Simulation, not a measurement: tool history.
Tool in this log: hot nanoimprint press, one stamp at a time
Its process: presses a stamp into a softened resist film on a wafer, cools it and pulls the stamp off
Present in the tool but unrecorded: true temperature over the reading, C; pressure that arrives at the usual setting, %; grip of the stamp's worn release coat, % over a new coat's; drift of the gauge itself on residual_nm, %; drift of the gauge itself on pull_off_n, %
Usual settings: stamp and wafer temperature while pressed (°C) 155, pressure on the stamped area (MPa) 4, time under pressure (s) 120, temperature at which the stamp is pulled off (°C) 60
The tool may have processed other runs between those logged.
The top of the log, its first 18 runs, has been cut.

| run | hour | stamp and wafer temperature while pressed (°C) | pressure on the stamped area (MPa) | time under pressure (s) | temperature at which the stamp is pulled off (°C) | hours of work since the thermocouple was calibrated | imprints on the stamp's release coat | hours of work since the press's seals were changed | resist left under the stamp's widest pad (angstrom) | greatest force while the stamp is pulled off (N) |
|---|---|---|---|---|---|---|---|---|---|---|
| 19 | 145.3 | 158 | 4.78 | 120 | 60 | 203 | 441 | 75 | 1764 | 266 |
| 20 | 154.1 | 149 | 4 | 115 | 60 | 207 | 457 | 79 | 2794 | 264 |
| 21 | 159.5 | 149 | 4 | 115 | 60 | 209 | 466 | 81 | 2809 | 268 |
| 22 | 169 | 149 | 4 | 115 | 60 | 214 | 482 | 85 | 2783 | 265 |
| 23 | 176.6 | 149 | 4 | 115 | 60 | 217 | 495 | 89 | 2786 | 276 |
| 24 | 185.3 | 149 | 2.94 | 90 | 60 | 221 | 510 | 93 | 3393 | 277 |
| 25 | 190 | 149 | 2.94 | 90 | 60 | 223 | 518 | 95 | 3383 | 272 |
| 26 | 194.7 | 155 | 2.51 | 120 | 60 | 225 | 526 | 97 | 2721 | 260 |
| 27 | 203.9 | 145 | 2.91 | 120 | 67 | 229 | 542 | 101 | 3580 | 223 |
| 28 | 213 | 155 | 2.79 | 112 | 60 | 233 | 557 | 105 | 2653 | 275 |
| 29 | 222.8 | 155 | 2.79 | 112 | 60 | 238 | 574 | 109 | 2648 | 281 |
| 30 | 230.1 | 155 | 2.79 | 112 | 60 | 241 | 586 | 113 | 2644 | 280 |

Branching from run 30: 3 alternative next runs. What would each branch give?
| A | 239.2 | 144 | 4.84 | 117 | 60 | 245 | 602 | 117 | ? | ? |
| B | 239.2 | 155 | 2.79 | 112 | 48 | 245 | 602 | 117 | ? | ? |
| C | 239.2 | 155 | 4 | 120 | 63 | 245 | 602 | 117 | ? | ? |

| run | resist left under the stamp's widest pad (angstrom) | greatest force while the stamp is pulled off (N) |
|---|---|---|
| A | 3087 | 274 |
| B | 2624 | 355 |
| C | 2163 | 254 |
Stripped of hidden state, with their random variation kept, the same runs would have yielded:
| run | resist left under the stamp's widest pad (angstrom) | greatest force while the stamp is pulled off (N) |
|---|---|---|
| A | 3223 | 230 |
| B | 2734 | 296 |
| C | 2263 | 213 |
